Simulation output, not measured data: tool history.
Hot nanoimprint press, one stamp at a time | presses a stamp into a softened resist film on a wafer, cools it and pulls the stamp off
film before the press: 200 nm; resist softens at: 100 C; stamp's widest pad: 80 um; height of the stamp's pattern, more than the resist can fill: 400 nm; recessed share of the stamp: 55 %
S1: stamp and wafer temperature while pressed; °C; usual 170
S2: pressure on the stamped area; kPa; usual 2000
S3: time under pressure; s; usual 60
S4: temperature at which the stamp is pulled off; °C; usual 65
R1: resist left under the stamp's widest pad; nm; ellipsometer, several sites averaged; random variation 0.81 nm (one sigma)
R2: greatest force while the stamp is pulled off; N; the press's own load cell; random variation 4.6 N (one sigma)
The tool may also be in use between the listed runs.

run	hour	S1	S2	S3	S4	R1	R2
1	0.0	170	2000	60	65	105.5	226
2	11.2	170	2000	60	65	106.9	235
3	16.5	170	2000	60	65	107.3	219
4	25.3	170	2000	60	65	106.7	231
5	32.9	170	2000	60	65	107.1	228
6	41.5	170	2000	60	65	107.8	226
7	51.5	170	2000	60	65	104.8	231
8	57.8	170	2000	60	65	104.5	225
9	63.9	170	2000	60	65	106.7	231
10	72.5	170	2000	60	66	106.7	226
11	80.8	170	2000	60	66	106.3	223
12	88.7	170	2000	60	66	106.8	220
13	103.3	170	2000	60	65	106.8	230
14	109.2	170	2000	60	65	104.8	226
15	116.3	170	2000	47	65	114.9	229
16	124.3	160	1920	47	53	167.3	279
17	132.9	181	2000	60	65	61.4	223
18	139.0	170	2000	60	68	106.6	208
19	146.8	170	2000	60	68	106.8	216
20	151.8	170	2000	60	68	107.8	210
21	157.1	170	2000	60	68	106.6	212
22	167.1	162	1200	68	52	159.6	293
23	173.7	162	1200	68	52	160.8	302
24	180.3	170	2860	37	53	110.4	291
25	188.5	169	2720	60	65	100.1	226
26	197.3	179	1710	36	72	91.0	194
27	204.9	179	1710	36	72	91.0	188
28	212.1	179	1710	36	72	90.3	186
29	221.2	170	2000	112	65	84.3	229
30	231.6	180	2000	60	65	65.2	230

Not shown: 1 entry that the log had between the listed runs. Between which runs, and how does the tool's hidden state differ before and after?
Between runs 12 and 13: plate thermocouple calibrated (hour 102.3)
  true temperature over the reading, C: -0.03 -> 0

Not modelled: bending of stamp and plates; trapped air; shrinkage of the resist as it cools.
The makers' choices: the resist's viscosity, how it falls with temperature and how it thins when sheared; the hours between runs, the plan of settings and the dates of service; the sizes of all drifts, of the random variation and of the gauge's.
